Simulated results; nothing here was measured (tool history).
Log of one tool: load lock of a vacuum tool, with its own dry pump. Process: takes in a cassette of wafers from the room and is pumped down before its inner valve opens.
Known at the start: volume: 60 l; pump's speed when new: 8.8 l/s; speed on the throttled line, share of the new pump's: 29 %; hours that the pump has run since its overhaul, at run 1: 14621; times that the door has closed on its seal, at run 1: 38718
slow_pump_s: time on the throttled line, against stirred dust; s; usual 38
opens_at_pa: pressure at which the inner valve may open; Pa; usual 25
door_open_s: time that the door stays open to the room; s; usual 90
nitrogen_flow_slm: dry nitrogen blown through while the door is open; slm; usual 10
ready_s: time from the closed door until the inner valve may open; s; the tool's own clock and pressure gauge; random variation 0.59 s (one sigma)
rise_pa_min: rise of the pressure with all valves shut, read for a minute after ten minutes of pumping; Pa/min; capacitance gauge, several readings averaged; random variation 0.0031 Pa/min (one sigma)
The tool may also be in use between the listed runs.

run,hour,slow_pump_s,opens_at_pa,door_open_s,nitrogen_flow_slm,hours that the pump has run since its overhaul,times that the door has closed on its seal,"incoming humidity of the room's air, %",ready_s,rise_pa_min
1,0,38,25,90,10,14621,38718,44.7,97.3,0.259
2,332,38,25,90,10,14953,39981,47.6,96.7,0.273
3,734.4,38,25,90,10,15356,41512,42.5,98.1,0.278
4,1105.1,38,25,90,10,15727,42922,43.5,97.3,0.288
5,1358.4,38,25,90,10,15980,43885,46.6,99,0.3
# hour 1601.3: dry pump taken out, an overhauled one fitted
6,1601.3,23,25,90,10,0,44787,46.6,74.4,0.309
7,1930.6,23,25,137,10,329,46039,44.3,74.7,0.346
8,2179.7,38,25,90,10,578,46987,46.4,85.6,0.327
9,2570.5,38,38,90,5,969,48474,46.3,83.4,0.362
10,2957.9,73,25,90,10,1357,49948,44.2,110.1,0.355
11,3175.5,73,25,90,10,1574,50775,47.3,109.6,0.366
12,3336.8,73,25,90,10,1736,51389,47.8,110,0.376
13,3552,27,29,90,10,1951,52208,46.8,77.7,0.379
14,3769.7,27,18,46,10,2168,53036,44.2,82.2,0.361
15,4082.9,66,22,83,44,2482,54227,41.2,107.3,0.366

Forecast each of these 3 alternatives for the next run:
A,4409.4,66,28,83,24,2808,55470,45.1,?,?
B,4409.4,28,25,90,10,2808,55470,43.2,?,?
C,4409.4,66,22,170,44,2808,55470,45.5,?,?

run,ready_s,rise_pa_min
A,105.7,0.391
B,80.8,0.417
C,108.8,0.403
Without the tool's hidden state the same runs would have given:
run,ready_s,rise_pa_min
A,102.9,0.037
B,77.1,0.063
C,105.7,0.045
